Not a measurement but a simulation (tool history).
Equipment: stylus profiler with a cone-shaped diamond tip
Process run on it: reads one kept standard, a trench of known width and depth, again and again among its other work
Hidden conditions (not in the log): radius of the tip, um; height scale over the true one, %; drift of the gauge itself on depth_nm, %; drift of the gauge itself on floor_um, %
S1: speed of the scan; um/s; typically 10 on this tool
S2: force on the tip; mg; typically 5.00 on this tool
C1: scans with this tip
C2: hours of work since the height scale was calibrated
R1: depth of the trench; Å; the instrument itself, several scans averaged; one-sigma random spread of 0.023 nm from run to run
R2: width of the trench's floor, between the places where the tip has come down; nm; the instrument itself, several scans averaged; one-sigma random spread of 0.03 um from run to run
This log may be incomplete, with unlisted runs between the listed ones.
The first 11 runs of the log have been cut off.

Run 12, day 6.754: usual settings but S1 6 um/s; C1 637; C2 90. Result: R1 1027.5 Å, R2 48690 nm.
Run 13, day 7.429: usual settings but S1 3 um/s; C1 689; C2 97. Result: R1 1027.3 Å, R2 48710 nm.
Run 14, day 7.800: usual settings but S1 16 um/s; C1 718; C2 101. Result: R1 1027.3 Å, R2 48640 nm.
Run 15, day 8.554: usual settings but S1 16 um/s; C1 775; C2 110. Result: R1 1027.5 Å, R2 48700 nm.
Run 16, day 9.054: usual settings but S1 3 um/s; C1 814; C2 115. Result: R1 1027.2 Å, R2 48740 nm.
Run 17, day 9.717: usual settings; C1 865; C2 122. Result: R1 1027.9 Å, R2 48710 nm.
Run 18, day 10.338: usual settings; C1 912; C2 129. Result: R1 1027.3 Å, R2 48650 nm.
Run 19, day 10.788: usual settings but S1 11 um/s, S2 6.23 mg; C1 947; C2 134. Result: R1 1031.3 Å, R2 48660 nm.
Run 20, day 11.308: usual settings but S1 2 um/s, S2 9.94 mg; C1 987; C2 140. Result: R1 1043.5 Å, R2 48710 nm.
Run 21, day 12.229: usual settings but S1 4 um/s, S2 2.15 mg; C1 1058; C2 149. Result: R1 1015.5 Å, R2 48660 nm.
Run 22, day 13.100: usual settings but S1 2 um/s, S2 2.60 mg; C1 1125; C2 159. Result: R1 1017.4 Å, R2 48650 nm.
Run 23, day 13.875: usual settings but S1 25 um/s, S2 4.28 mg; C1 1184; C2 167. Result: R1 1024.8 Å, R2 48570 nm.
Run 24, day 14.321: usual settings but S1 25 um/s, S2 4.28 mg; C1 1218; C2 172. Result: R1 1024.8 Å, R2 48570 nm.
Run 25, day 15.054: usual settings but S1 2 um/s, S2 7.03 mg; C1 1275; C2 180. Result: R1 1034.7 Å, R2 48660 nm.
Run 26, day 15.925: usual settings but S1 2 um/s, S2 14.26 mg; C1 1342; C2 190. Result: R1 1055.3 Å, R2 48640 nm.
Run 27, day 16.517: usual settings but S2 6.23 mg; C1 1387; C2 196. Result: R1 1031.7 Å, R2 48610 nm.
Run 28, day 17.229: usual settings but S1 2 um/s, S2 6.23 mg; C1 1442; C2 204. Result: R1 1030.9 Å, R2 48670 nm.
Run 29, day 17.679: usual settings but S1 2 um/s, S2 6.23 mg; C1 1477; C2 209. Result: R1 1031.2 Å, R2 48660 nm.
Run 30, day 18.054: usual settings but S1 5 um/s, S2 5.69 mg; C1 1505; C2 213. Result: R1 1029.6 Å, R2 48630 nm.
Run 31, day 18.667: usual settings but S1 5 um/s, S2 5.69 mg; C1 1552; C2 219. Result: R1 1029.7 Å, R2 48640 nm.
Run 32, day 19.538: usual settings but S1 5 um/s, S2 5.69 mg; C1 1619; C2 229. Result: R1 1029.3 Å, R2 48640 nm.
Run 33, day 20.167: usual settings but S1 9 um/s, S2 5.02 mg; C1 1668; C2 236. Result: R1 1027.0 Å, R2 48700 nm.

Run 34 comes next. What will it give?
Run 34, day 20.983: usual settings but S1 9 um/s, S2 5.02 mg; C1 1731; C2 245. Result: R1 ?, R2 ?.

{"run 34": {"R1": 1027.0, "R2": 48630}}
Were there no unlogged condition in the tool, this run, its random variation unchanged, would have produced R1 1027.5 Å, R2 48740 nm.

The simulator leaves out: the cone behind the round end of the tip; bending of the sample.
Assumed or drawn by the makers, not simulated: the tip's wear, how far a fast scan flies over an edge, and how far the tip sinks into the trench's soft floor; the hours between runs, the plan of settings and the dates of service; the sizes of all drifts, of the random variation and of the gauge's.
